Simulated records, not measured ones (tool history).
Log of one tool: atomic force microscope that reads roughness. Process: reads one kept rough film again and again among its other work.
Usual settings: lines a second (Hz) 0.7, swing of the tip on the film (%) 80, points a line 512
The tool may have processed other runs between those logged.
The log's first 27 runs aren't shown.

run    hour  lines a second (Hz)  swing of the tip on the film (%)  points a line  roughness of the kept film (nm (root mean square))
 28   817.4                2.305                                82            324                                               3.732
      833.2  -- new tip fitted
 29   857.2                2.305                                82            324                                               3.753
 30   876.5                  0.7                                74            512                                               4.161
      903.8  -- new tip fitted
 31   907.8                  0.7                                82            512                                               4.075
      923.8  -- height scale calibrated on a step standard
 32   941.6                  0.7                                82            512                                               4.086
      974.1  -- new tip fitted
 33   984.1                  0.7                                82            512                                               4.089
 34  1006.5                  0.7                                82            512                                               4.049
     1045.3  -- new tip fitted
 35    1049                  0.7                                70            377                                               4.123
 36    1077                2.575                                66            699                                               3.972
 37  1111.7                1.253                                72            993                                               4.041
     1116.1  -- new tip fitted
 38  1132.5                1.253                                72            993                                               4.027
 39    1163                0.608                                69            311                                               4.142
     1185.3  -- new tip fitted
 40  1185.3                0.608                                65            311                                               4.165
 41    1227                0.608                                57            671                                               4.191
     1254.4  -- new tip fitted
 42  1265.5                0.608                                57            671                                               4.189
 43    1285                 0.59                                78            512                                               4.103
 44  1315.2                0.654                                87            274                                               4.029

Branching from run 44: 4 alternative next runs. What would each branch give?
     1323.3  -- new tip fitted
  A  1340.5                 1.73                                80            273                                                   ?
     1323.3  -- new tip fitted
  B  1340.5                3.849                                80            512                                                   ?
     1323.3  -- new tip fitted
  C  1340.5                  0.7                                81            689                                                   ?
     1323.3  -- new tip fitted
  D  1340.5                0.654                                63            323                                                   ?

run  roughness of the kept film (nm (root mean square))
  A                                               3.841
  B                                               3.503
  C                                               4.034
  D                                               4.167
Stripped of hidden state, with their random variation kept, the same runs would have yielded:
run  roughness of the kept film (nm (root mean square))
  A                                               3.844
  B                                               3.506
  C                                               4.037
  D                                                4.17
